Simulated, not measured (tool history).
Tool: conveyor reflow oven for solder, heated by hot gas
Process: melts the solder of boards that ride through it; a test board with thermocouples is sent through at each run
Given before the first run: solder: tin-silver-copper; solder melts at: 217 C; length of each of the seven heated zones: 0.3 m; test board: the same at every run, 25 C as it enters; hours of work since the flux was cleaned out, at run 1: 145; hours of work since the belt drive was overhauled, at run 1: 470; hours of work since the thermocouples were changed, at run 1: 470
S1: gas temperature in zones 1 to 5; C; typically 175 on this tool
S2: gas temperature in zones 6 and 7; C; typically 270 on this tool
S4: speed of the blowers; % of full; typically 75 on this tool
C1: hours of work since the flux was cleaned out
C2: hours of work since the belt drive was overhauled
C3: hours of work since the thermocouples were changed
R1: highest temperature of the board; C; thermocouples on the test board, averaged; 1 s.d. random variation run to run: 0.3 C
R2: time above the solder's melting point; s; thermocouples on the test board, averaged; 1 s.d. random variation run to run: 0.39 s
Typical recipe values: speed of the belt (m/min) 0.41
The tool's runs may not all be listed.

Run 1, hour 0: usual settings; C1 145; C2 470; C3 470. Result: R1 259 C, R2 73.3 s.
Run 2, hour 36.5: usual settings; C1 167; C2 492; C3 492. Result: R1 258.7 C, R2 72.9 s.
Run 3, hour 65.7: usual settings; C1 185; C2 510; C3 510. Result: R1 258.7 C, R2 72.7 s.
Run 4, hour 91.9: usual settings; C1 201; C2 525; C3 525. Result: R1 258.4 C, R2 72.6 s.
Run 5, hour 147.1: usual settings; C1 234; C2 559; C3 559. Result: R1 258.2 C, R2 72.7 s.
At hour 155.9: belt drive overhauled, speed set with a stopwatch.
Run 6, hour 206.6: usual settings but S2 272 C; C1 268; C2 31; C3 593. Result: R1 260.1 C, R2 74.7 s.
Run 7, hour 255.5: usual settings but S2 272 C; C1 297; C2 60; C3 622. Result: R1 260 C, R2 74.1 s.
Run 8, hour 308.1: usual settings but speed of the belt (m/min) 0.476; C1 329; C2 92; C3 654. Result: R1 253.2 C, R2 58.6 s.
Run 9, hour 340.2: usual settings but speed of the belt (m/min) 0.476; C1 349; C2 112; C3 673. Result: R1 252.8 C, R2 58.2 s.
Run 10, hour 365.3: usual settings but speed of the belt (m/min) 0.476; C1 364; C2 127; C3 689. Result: R1 252.8 C, R2 58.8 s.
Run 11, hour 396.3: usual settings but S1 171 C, S2 283 C, speed of the belt (m/min) 0.455, S4 51 % of full; C1 383; C2 145; C3 707. Result: R1 260 C, R2 64.4 s.
At hour 441: belt drive overhauled, speed set with a stopwatch, once more.
Run 12, hour 453.5: usual settings but S1 171 C, S2 267 C, speed of the belt (m/min) 0.455, S4 79 % of full; C1 415; C2 8; C3 739. Result: R1 249.7 C, R2 56.7 s.
Run 13, hour 490.6: usual settings but S1 179 C, S2 272 C, speed of the belt (m/min) 0.381, S4 56 % of full; C1 437; C2 30; C3 762. Result: R1 258.6 C, R2 78 s.
At hour 520.6: thermocouples of zones 6 and 7 changed.
At hour 535.2: flux residue cleaned out of gas plates and filters.
Run 14, hour 549.4: usual settings but S1 172 C, S2 261 C, S4 78 % of full; C1 9; C2 61; C3 14. Result: R1 250.5 C, R2 65.9 s.
Run 15, hour 574.6: usual settings but S1 178 C, S2 261 C, speed of the belt (m/min) 0.361, S4 50 % of full; C1 24; C2 77; C3 30. Result: R1 250.4 C, R2 76 s.
Run 16, hour 621.3: usual settings but S1 178 C, S2 261 C, speed of the belt (m/min) 0.361, S4 50 % of full; C1 52; C2 105; C3 58. Result: R1 250.6 C, R2 76.2 s.

Predict each of these 3 candidate next runs independently; none follows another, all start after run 16:
Run A, hour 657.4: usual settings but S1 178 C, S2 280 C, speed of the belt (m/min) 0.361, S4 50 % of full; C1 74; C2 127; C3 80. Result: R1 ?, R2 ?.
Run B, hour 657.4: usual settings but S1 172 C, S2 278 C, S4 87 % of full; C1 74; C2 127; C3 80. Result: R1 ?, R2 ?.
Run C, hour 657.4: usual settings but S1 180 C, S2 261 C, speed of the belt (m/min) 0.426, S4 50 % of full; C1 74; C2 127; C3 80. Result: R1 ?, R2 ?.

run     R1    R2
  A  267.9  89.2
  B  267.6  76.1
  C  246.2  60.6
Had the tool no hidden state, the same runs would have come out as:
run     R1    R2
  A    268    89
  B  267.9  76.1
  C  246.3  60.8
